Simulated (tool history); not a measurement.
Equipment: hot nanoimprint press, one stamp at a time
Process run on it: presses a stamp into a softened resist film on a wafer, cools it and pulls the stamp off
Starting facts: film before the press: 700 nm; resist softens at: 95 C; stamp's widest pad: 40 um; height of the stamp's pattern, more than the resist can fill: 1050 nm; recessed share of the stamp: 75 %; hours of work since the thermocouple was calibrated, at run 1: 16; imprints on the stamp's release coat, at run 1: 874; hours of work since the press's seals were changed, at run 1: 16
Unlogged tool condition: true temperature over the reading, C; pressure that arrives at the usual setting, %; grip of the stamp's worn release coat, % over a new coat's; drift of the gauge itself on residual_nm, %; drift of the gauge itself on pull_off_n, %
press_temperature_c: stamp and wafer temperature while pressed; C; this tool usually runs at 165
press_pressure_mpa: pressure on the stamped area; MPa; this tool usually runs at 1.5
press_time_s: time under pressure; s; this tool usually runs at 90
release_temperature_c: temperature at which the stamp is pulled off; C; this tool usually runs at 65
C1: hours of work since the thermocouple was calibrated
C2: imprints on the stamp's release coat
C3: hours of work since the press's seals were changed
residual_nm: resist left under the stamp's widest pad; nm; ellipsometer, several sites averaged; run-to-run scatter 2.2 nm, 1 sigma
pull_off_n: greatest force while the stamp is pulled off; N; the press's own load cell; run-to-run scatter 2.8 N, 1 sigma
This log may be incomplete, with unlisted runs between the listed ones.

{"run": 1, "hour": 0.0, "press_temperature_c": 165, "press_pressure_mpa": 1.5, "press_time_s": 90, "release_temperature_c": 65, "C1": 16, "C2": 874, "C3": 16, "residual_nm": 361.6, "pull_off_n": 128}
{"run": 2, "hour": 32.9, "press_temperature_c": 165, "press_pressure_mpa": 1.5, "press_time_s": 90, "release_temperature_c": 58, "C1": 37, "C2": 943, "C3": 37, "residual_nm": 362.9, "pull_off_n": 141}
{"run": 3, "hour": 65.7, "press_temperature_c": 165, "press_pressure_mpa": 1.5, "press_time_s": 90, "release_temperature_c": 58, "C1": 57, "C2": 1011, "C3": 57, "residual_nm": 360, "pull_off_n": 142}
{"hour": 130.8, "done": "stamp cleaned and given a new release coat"}
{"run": 4, "hour": 144.5, "press_temperature_c": 165, "press_pressure_mpa": 1.5, "press_time_s": 90, "release_temperature_c": 58, "C1": 102, "C2": 29, "C3": 102, "residual_nm": 362.7, "pull_off_n": 131}
{"run": 5, "hour": 188.2, "press_temperature_c": 165, "press_pressure_mpa": 1.5, "press_time_s": 90, "release_temperature_c": 68, "C1": 130, "C2": 120, "C3": 130, "residual_nm": 359.3, "pull_off_n": 127}
{"run": 6, "hour": 237.9, "press_temperature_c": 165, "press_pressure_mpa": 1.5, "press_time_s": 90, "release_temperature_c": 68, "C1": 160, "C2": 224, "C3": 160, "residual_nm": 359.4, "pull_off_n": 124}
{"run": 7, "hour": 297.0, "press_temperature_c": 165, "press_pressure_mpa": 1.5, "press_time_s": 90, "release_temperature_c": 61, "C1": 197, "C2": 347, "C3": 197, "residual_nm": 359.7, "pull_off_n": 138}
{"run": 8, "hour": 349.8, "press_temperature_c": 165, "press_pressure_mpa": 1.5, "press_time_s": 90, "release_temperature_c": 65, "C1": 230, "C2": 457, "C3": 230, "residual_nm": 356.3, "pull_off_n": 131}
{"run": 9, "hour": 420.2, "press_temperature_c": 165, "press_pressure_mpa": 1.5, "press_time_s": 90, "release_temperature_c": 65, "C1": 274, "C2": 604, "C3": 274, "residual_nm": 360, "pull_off_n": 124}
{"run": 10, "hour": 464.9, "press_temperature_c": 165, "press_pressure_mpa": 1.5, "press_time_s": 80, "release_temperature_c": 65, "C1": 301, "C2": 697, "C3": 301, "residual_nm": 379, "pull_off_n": 134}
{"run": 11, "hour": 522.1, "press_temperature_c": 165, "press_pressure_mpa": 1.5, "press_time_s": 80, "release_temperature_c": 65, "C1": 337, "C2": 816, "C3": 337, "residual_nm": 371.5, "pull_off_n": 134}
{"run": 12, "hour": 556.2, "press_temperature_c": 165, "press_pressure_mpa": 1.5, "press_time_s": 80, "release_temperature_c": 65, "C1": 358, "C2": 888, "C3": 358, "residual_nm": 374.7, "pull_off_n": 130}
{"run": 13, "hour": 594.4, "press_temperature_c": 165, "press_pressure_mpa": 1.5, "press_time_s": 90, "release_temperature_c": 65, "C1": 382, "C2": 967, "C3": 382, "residual_nm": 357.7, "pull_off_n": 133}
{"hour": 616.1, "done": "plate thermocouple calibrated"}
{"run": 14, "hour": 631.0, "press_temperature_c": 165, "press_pressure_mpa": 1.5, "press_time_s": 102, "release_temperature_c": 65, "C1": 9, "C2": 1037, "C3": 403, "residual_nm": 344.1, "pull_off_n": 131}
{"hour": 685.5, "done": "stamp cleaned and given a new release coat"}
{"run": 15, "hour": 707.1, "press_temperature_c": 165, "press_pressure_mpa": 1.5, "press_time_s": 102, "release_temperature_c": 65, "C1": 53, "C2": 46, "C3": 446, "residual_nm": 346.1, "pull_off_n": 130}
{"run": 16, "hour": 759.6, "press_temperature_c": 165, "press_pressure_mpa": 1.89, "press_time_s": 50, "release_temperature_c": 65, "C1": 85, "C2": 155, "C3": 479, "residual_nm": 384.4, "pull_off_n": 130}
{"run": 17, "hour": 826.0, "press_temperature_c": 165, "press_pressure_mpa": 1.66, "press_time_s": 90, "release_temperature_c": 61, "C1": 127, "C2": 293, "C3": 520, "residual_nm": 339.7, "pull_off_n": 130}
{"run": 18, "hour": 867.4, "press_temperature_c": 165, "press_pressure_mpa": 1.46, "press_time_s": 90, "release_temperature_c": 65, "C1": 152, "C2": 380, "C3": 546, "residual_nm": 367, "pull_off_n": 129}
{"run": 19, "hour": 925.5, "press_temperature_c": 163, "press_pressure_mpa": 1.32, "press_time_s": 51, "release_temperature_c": 73, "C1": 188, "C2": 501, "C3": 582, "residual_nm": 481.4, "pull_off_n": 116}
{"run": 20, "hour": 991.7, "press_temperature_c": 162, "press_pressure_mpa": 1.5, "press_time_s": 97, "release_temperature_c": 65, "C1": 229, "C2": 639, "C3": 623, "residual_nm": 398, "pull_off_n": 129}
{"run": 21, "hour": 1053.2, "press_temperature_c": 172, "press_pressure_mpa": 1.5, "press_time_s": 97, "release_temperature_c": 65, "C1": 268, "C2": 767, "C3": 661, "residual_nm": 257.5, "pull_off_n": 126}
{"run": 22, "hour": 1111.8, "press_temperature_c": 172, "press_pressure_mpa": 1.5, "press_time_s": 166, "release_temperature_c": 62, "C1": 304, "C2": 889, "C3": 697, "residual_nm": 209.5, "pull_off_n": 133}
{"run": 23, "hour": 1143.0, "press_temperature_c": 169, "press_pressure_mpa": 1.5, "press_time_s": 65, "release_temperature_c": 61, "C1": 323, "C2": 955, "C3": 717, "residual_nm": 335.8, "pull_off_n": 134}
{"run": 24, "hour": 1202.7, "press_temperature_c": 169, "press_pressure_mpa": 1.5, "press_time_s": 65, "release_temperature_c": 61, "C1": 360, "C2": 1079, "C3": 754, "residual_nm": 335.6, "pull_off_n": 134}
{"hour": 1236.5, "done": "stamp cleaned and given a new release coat"}
{"hour": 1262.2, "done": "plate thermocouple calibrated"}
{"run": 25, "hour": 1269.9, "press_temperature_c": 165, "press_pressure_mpa": 1.5, "press_time_s": 90, "release_temperature_c": 52, "C1": 5, "C2": 63, "C3": 790, "residual_nm": 362.1, "pull_off_n": 142}
{"hour": 1327.0, "done": "press's hydraulic seals changed and the load cell set to zero"}
{"run": 26, "hour": 1327.0, "press_temperature_c": 171, "press_pressure_mpa": 1.5, "press_time_s": 90, "release_temperature_c": 61, "C1": 35, "C2": 166, "C3": 0, "residual_nm": 276.3, "pull_off_n": 135}
{"run": 27, "hour": 1378.6, "press_temperature_c": 173, "press_pressure_mpa": 1.77, "press_time_s": 82, "release_temperature_c": 65, "C1": 67, "C2": 273, "C3": 32, "residual_nm": 236.8, "pull_off_n": 133}
{"run": 28, "hour": 1409.5, "press_temperature_c": 174, "press_pressure_mpa": 0.95, "press_time_s": 144, "release_temperature_c": 70, "C1": 86, "C2": 338, "C3": 51, "residual_nm": 261.7, "pull_off_n": 115}
{"run": 29, "hour": 1473.3, "press_temperature_c": 176, "press_pressure_mpa": 1.77, "press_time_s": 57, "release_temperature_c": 64, "C1": 126, "C2": 471, "C3": 91, "residual_nm": 231.2, "pull_off_n": 131}

Hidden condition of the tool, last listed run before each entry between runs versus first listed run after:
From run 3 to run 4: stamp cleaned and given a new release coat (hour 130.8)
  true temperature over the reading, C: 0 -> 0.01; grip of the stamp's worn release coat, % over a new coat's: 0.5 -> 0
From run 13 to run 14: plate thermocouple calibrated (hour 616.1)
  true temperature over the reading, C: 0.04 -> 0
From run 14 to run 15: stamp cleaned and given a new release coat (hour 685.5)
  pressure that arrives at the usual setting, %: 99.96 -> 99.95; grip of the stamp's worn release coat, % over a new coat's: 0.5 -> 0
From run 24 to run 25: stamp cleaned and given a new release coat (hour 1236.5); plate thermocouple calibrated (hour 1262.2)
  true temperature over the reading, C: 0.03 -> -0.01; pressure that arrives at the usual setting, %: 99.93 -> 99.92; grip of the stamp's worn release coat, % over a new coat's: 0.5 -> 0
From run 25 to run 26: press's hydraulic seals changed and the load cell set to zero (hour 1327)
  pressure that arrives at the usual setting, %: 99.92 -> 99.98; grip of the stamp's worn release coat, % over a new coat's: 0 -> 0.1
